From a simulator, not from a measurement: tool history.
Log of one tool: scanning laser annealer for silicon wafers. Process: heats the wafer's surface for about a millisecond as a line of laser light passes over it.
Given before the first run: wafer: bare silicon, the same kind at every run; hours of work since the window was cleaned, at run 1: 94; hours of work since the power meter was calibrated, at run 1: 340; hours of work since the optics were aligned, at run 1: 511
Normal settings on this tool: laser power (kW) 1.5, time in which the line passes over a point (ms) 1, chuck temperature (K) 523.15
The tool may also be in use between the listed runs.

run	hour	laser power (kW)	time in which the line passes over a point (ms)	chuck temperature (K)	hours of work since the window was cleaned	hours of work since the power meter was calibrated	hours of work since the optics were aligned	highest temperature of the surface (K)
1	0	1.5	1	523.15	94	340	511	1354.15
2	12.7	1.5	1	523.15	102	348	520	1359.15
3	20.9	1.5	1	523.15	108	354	526	1353.15
4	36.2	1.5	1	523.15	118	364	536	1357.15
5	54.8	1.5	0.94	523.15	131	377	548	1336.15
6	68.8	1.5	0.94	523.15	140	386	558	1332.15
7	86	1.415	1	523.15	152	398	570	1302.15
8	102.2	1.5	1.02	523.15	163	409	581	1362.15
9	119.4	1.5	1.02	523.15	175	420	592	1366.15
10	135.8	1.5	1.02	523.15	186	431	603	1363.15
11	145.4	1.5	1.02	523.15	192	438	610	1361.15
12	153.2	1.5	0.97	523.15	197	443	615	1344.15
13	164.2	1.514	0.97	523.15	205	451	623	1355.15
14	178.3	1.514	1.03	523.15	214	460	632	1374.15
15	193.6	1.514	1.03	523.15	225	470	642	1374.15
16	209.3	1.5	1.14	523.15	235	481	653	1402.15
17	223.5	1.5	1.14	523.15	245	491	663	1404.15
18	238.2	1.5	1.14	523.15	255	501	673	1401.15
19	255.1	1.515	1.19	501.15	266	512	684	1409.15
20	269.3	1.546	1	501.15	276	522	694	1361.15
21	287.1	1.5	0.79	523.15	288	534	706	1276.15
22	296.1	1.5	0.79	523.15	294	540	712	1278.15
23	303.8	1.336	0.78	542.15	299	545	717	1197.15
# hour 313.8: window over the wafer cleaned
24	322	1.499	0.94	542.15	6	556	728	1351.15
25	338.4	1.511	1	526.15	17	567	739	1365.15
26	346.9	1.511	1.03	559.15	22	573	745	1407.15
27	363	1.511	1.03	559.15	33	584	756	1407.15
28	374.8	1.648	1	513.15	41	592	764	1442.15
29	387.7	1.382	1	500.15	50	601	772	1256.15
30	399.2	1.382	1	500.15	58	608	780	1257.15
31	415.2	1.5	0.82	489.15	69	619	791	1254.15
32	428.2	1.338	1.09	523.15	77	628	800	1285.15

Consider 4 possible next runs. They are alternatives, not a sequence: every one starts from the tool as it was left by run 32. What does each give?
A	439.4	1.338	1.09	496.15	85	635	807	?
B	439.4	1.562	0.94	532.15	85	635	807	?
C	439.4	1.631	0.75	523.15	85	635	807	?
D	439.4	1.494	0.81	524.15	85	635	807	?

run	highest temperature of the surface (K)
A	1255.15
B	1383.15
C	1336.15
D	1283.15
Stripped of hidden state, with their random variation kept, the same runs would have yielded:
run	highest temperature of the surface (K)
A	1256.15
B	1384.15
C	1337.15
D	1284.15

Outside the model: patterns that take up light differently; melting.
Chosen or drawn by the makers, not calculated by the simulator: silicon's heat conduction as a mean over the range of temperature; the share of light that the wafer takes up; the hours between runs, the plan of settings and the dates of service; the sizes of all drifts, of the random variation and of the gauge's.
